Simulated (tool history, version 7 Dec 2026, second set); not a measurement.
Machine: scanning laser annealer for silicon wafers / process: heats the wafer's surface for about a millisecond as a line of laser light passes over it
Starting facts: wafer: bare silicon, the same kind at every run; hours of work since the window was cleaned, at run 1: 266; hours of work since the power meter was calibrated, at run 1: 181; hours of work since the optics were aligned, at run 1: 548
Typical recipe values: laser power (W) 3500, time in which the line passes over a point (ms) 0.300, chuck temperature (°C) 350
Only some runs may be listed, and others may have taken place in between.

run,hour,laser power (W),time in which the line passes over a point (ms),chuck temperature (°C),hours of work since the window was cleaned,hours of work since the power meter was calibrated,hours of work since the optics were aligned,highest temperature of the surface (°C)
1,0.0,3500,0.300,350,266,181,548,1028
2,14.5,3500,0.300,350,274,189,556,1029
3,28.3,3500,0.274,350,282,197,564,1003
4,47.3,3500,0.274,350,293,208,575,1001
5,62.3,3500,0.300,350,302,217,584,1028
6,74.3,3500,0.300,350,309,224,591,1026
7,90.1,3500,0.300,350,318,233,600,1022
8,108.0,3351,0.300,350,329,244,610,987
9,127.1,3209,0.300,350,340,255,621,950
10,153.5,3209,0.300,350,355,270,637,951
11,170.1,3500,0.300,320,365,280,646,986
12,184.6,3796,0.300,350,373,288,655,1088
13,208.8,3796,0.300,350,387,302,669,1091
14,223.3,3796,0.302,350,396,311,677,1088
15,242.1,3500,0.300,350,407,322,688,1012
16,267.9,3500,0.300,350,422,337,703,1011
17,285.8,3500,0.300,350,432,347,714,1011
18,303.9,3500,0.227,350,443,357,724,935
19,319.1,3500,0.271,350,451,366,733,980
20,334.3,3500,0.271,350,460,375,742,981
# hour 359.4: window over the wafer cleaned
21,362.6,3500,0.300,344,2,390,757,1048
22,389.5,3500,0.300,344,17,406,773,1046
23,402.7,3500,0.300,344,25,414,781,1046
24,428.6,3566,0.300,344,40,429,796,1064
25,444.4,3566,0.300,344,49,438,805,1063
26,465.3,3500,0.355,343,62,450,817,1094
27,486.8,3773,0.276,369,74,463,829,1110
28,501.5,3500,0.300,310,83,471,838,1005
29,521.0,3500,0.300,310,94,482,849,1005
30,543.6,3274,0.300,352,107,496,862,986
31,567.2,3679,0.290,350,121,509,876,1075
32,584.7,3603,0.300,387,131,519,886,1102
33,606.1,3113,0.347,387,143,532,899,1014
34,624.8,3726,0.244,387,154,543,910,1066
35,646.3,3708,0.220,350,167,555,922,995
36,657.8,3708,0.220,350,173,562,929,992
37,684.5,3812,0.271,350,189,577,944,1083
38,706.8,3284,0.320,363,202,590,957,1005

Predict each of these 4 candidate next runs independently; none follows another, all start after run 38:
A,732.1,3617,0.313,390,217,605,972,?
B,732.1,3111,0.320,347,217,605,972,?
C,732.1,3069,0.320,321,217,605,972,?
D,732.1,3599,0.275,331,217,605,972,?

run,highest temperature of the surface (°C)
A,1114
B,949
C,912
D,1008
Without the tool's hidden state the same runs would have given:
run,highest temperature of the surface (°C)
A,1153
B,981
C,944
D,1045
